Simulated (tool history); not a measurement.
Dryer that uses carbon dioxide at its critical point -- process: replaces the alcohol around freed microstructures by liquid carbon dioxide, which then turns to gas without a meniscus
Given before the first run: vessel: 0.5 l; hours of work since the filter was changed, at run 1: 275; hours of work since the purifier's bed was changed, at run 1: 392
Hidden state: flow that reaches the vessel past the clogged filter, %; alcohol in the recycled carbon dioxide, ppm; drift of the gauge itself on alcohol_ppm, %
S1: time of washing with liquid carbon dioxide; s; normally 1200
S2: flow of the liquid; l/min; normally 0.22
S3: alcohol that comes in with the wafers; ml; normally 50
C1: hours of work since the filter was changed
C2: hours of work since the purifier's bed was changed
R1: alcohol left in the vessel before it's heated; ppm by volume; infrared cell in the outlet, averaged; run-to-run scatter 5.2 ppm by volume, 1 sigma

run   hour    S1    S2   S3   C1   C2    R1
  1      0  1200  0.22   50  275  392   239
  2   19.6  1200  0.22   50  285  402   253
  3   44.9  1200  0.22   50  298  415   253
  4   68.8  1200  0.22   50  311  428   268
  5   95.2  1200  0.22  103  325  442   530
  6    116  1200  0.22  103  336  453   554
  7  132.3  1200  0.22   65  344  461   362
  8  154.5  1200  0.22   65  356  473   352
  9  179.9  1260  0.22   50  369  486   237
 10    199  1200  0.22   50  379  496   324
 11  210.3   900  0.22   50  385  502  1308
     217.8  -- inlet filter changed
 12  227.4   900  0.22   50    5  511   598
 13  242.2   900  0.22   50   13  518   595
 14  256.2  1200  0.22   50   20  526   141
 15  281.9  1200  0.22  116   34  539   279
 16  307.3  1200  0.22  116   47  552   292
 17  329.7  1200  0.22   35   59  564   128
 18  348.2  1200  0.22   35   68  574   129
 19  373.4  1200  0.22   78   82  587   236
 20  395.7  1200  0.22   78   93  599   243
 21    413  1080  0.22   78  102  608   424
 22  435.9   780  0.22   50  114  620  1407
 23    449   780  0.22   50  121  627  1431
 24  475.5  1380  0.22  119  135  641   173

The next listed run, before its measurement:
 25  488.2  1380  0.22  119  142  647   ?

R1: 178 ppm by volume
If the tool had no hidden condition, the same run with the same run-to-run variation would have returned R1 79 ppm by volume.
